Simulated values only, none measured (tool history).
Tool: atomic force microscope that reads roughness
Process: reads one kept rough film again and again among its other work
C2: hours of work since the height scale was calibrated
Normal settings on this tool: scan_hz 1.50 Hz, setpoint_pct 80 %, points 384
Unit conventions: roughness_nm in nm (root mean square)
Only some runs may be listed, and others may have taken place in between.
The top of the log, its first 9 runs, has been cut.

-- hour=294.0 new tip fitted
run 10 hour=326.0 | scan_hz=1.50 setpoint_pct=80 points=384 | pictures_with_this_tip=67 C2=41 | roughness_nm=3.750
run 11 hour=346.2 | scan_hz=1.50 setpoint_pct=80 points=384 | pictures_with_this_tip=109 C2=57 | roughness_nm=3.741
run 12 hour=369.5 | scan_hz=1.50 setpoint_pct=80 points=384 | pictures_with_this_tip=158 C2=75 | roughness_nm=3.760
run 13 hour=390.5 | scan_hz=1.50 setpoint_pct=80 points=384 | pictures_with_this_tip=203 C2=91 | roughness_nm=3.747
run 14 hour=414.8 | scan_hz=1.50 setpoint_pct=80 points=384 | pictures_with_this_tip=254 C2=110 | roughness_nm=3.718
-- hour=434.5 new tip fitted
run 15 hour=448.2 | scan_hz=1.50 setpoint_pct=80 points=384 | pictures_with_this_tip=29 C2=135 | roughness_nm=3.746
run 16 hour=478.3 | scan_hz=1.50 setpoint_pct=80 points=384 | pictures_with_this_tip=92 C2=159 | roughness_nm=3.752
run 17 hour=526.6 | scan_hz=1.50 setpoint_pct=80 points=347 | pictures_with_this_tip=193 C2=196 | roughness_nm=3.719
run 18 hour=563.8 | scan_hz=3.93 setpoint_pct=61 points=899 | pictures_with_this_tip=271 C2=225 | roughness_nm=3.817
-- hour=575.7 new tip fitted
run 19 hour=597.2 | scan_hz=1.50 setpoint_pct=80 points=768 | pictures_with_this_tip=45 C2=250 | roughness_nm=3.750
run 20 hour=632.4 | scan_hz=1.75 setpoint_pct=80 points=768 | pictures_with_this_tip=119 C2=278 | roughness_nm=3.641
run 21 hour=662.4 | scan_hz=2.51 setpoint_pct=80 points=306 | pictures_with_this_tip=182 C2=301 | roughness_nm=3.402
run 22 hour=700.2 | scan_hz=3.75 setpoint_pct=66 points=853 | pictures_with_this_tip=262 C2=330 | roughness_nm=3.638
-- hour=715.6 new tip fitted
run 23 hour=738.5 | scan_hz=1.79 setpoint_pct=60 points=487 | pictures_with_this_tip=48 C2=359 | roughness_nm=4.141
run 24 hour=768.6 | scan_hz=1.79 setpoint_pct=60 points=487 | pictures_with_this_tip=111 C2=383 | roughness_nm=4.136
run 25 hour=809.9 | scan_hz=1.23 setpoint_pct=61 points=487 | pictures_with_this_tip=198 C2=415 | roughness_nm=4.183
run 26 hour=830.7 | scan_hz=1.23 setpoint_pct=61 points=487 | pictures_with_this_tip=242 C2=431 | roughness_nm=4.179
-- hour=856.3 new tip fitted
run 27 hour=879.3 | scan_hz=0.59 setpoint_pct=80 points=635 | pictures_with_this_tip=49 C2=468 | roughness_nm=4.124
run 28 hour=913.4 | scan_hz=1.51 setpoint_pct=64 points=725 | pictures_with_this_tip=120 C2=494 | roughness_nm=4.102
run 29 hour=953.5 | scan_hz=2.22 setpoint_pct=59 points=574 | pictures_with_this_tip=205 C2=526 | roughness_nm=4.085
run 30 hour=987.7 | scan_hz=2.22 setpoint_pct=59 points=574 | pictures_with_this_tip=276 C2=552 | roughness_nm=4.080
-- hour=996.2 new tip fitted
run 31 hour=1022.2 | scan_hz=0.56 setpoint_pct=60 points=549 | pictures_with_this_tip=55 C2=578 | roughness_nm=4.320

Predict each of these 4 candidate next runs independently; none follows another, all start after run 31:
run A hour=1049.8 | scan_hz=1.12 setpoint_pct=80 points=681 | pictures_with_this_tip=113 C2=600 | roughness_nm=?
run B hour=1049.8 | scan_hz=0.62 setpoint_pct=80 points=474 | pictures_with_this_tip=113 C2=600 | roughness_nm=?
run C hour=1049.8 | scan_hz=0.80 setpoint_pct=76 points=426 | pictures_with_this_tip=113 C2=600 | roughness_nm=?
run D hour=1049.8 | scan_hz=0.65 setpoint_pct=77 points=356 | pictures_with_this_tip=113 C2=600 | roughness_nm=?

run=A roughness_nm=3.876
run=B roughness_nm=4.102
run=C roughness_nm=4.102
run=D roughness_nm=4.115
Without the tool's hidden state the same runs would have given:
run=A roughness_nm=3.878
run=B roughness_nm=4.104
run=C roughness_nm=4.104
run=D roughness_nm=4.117

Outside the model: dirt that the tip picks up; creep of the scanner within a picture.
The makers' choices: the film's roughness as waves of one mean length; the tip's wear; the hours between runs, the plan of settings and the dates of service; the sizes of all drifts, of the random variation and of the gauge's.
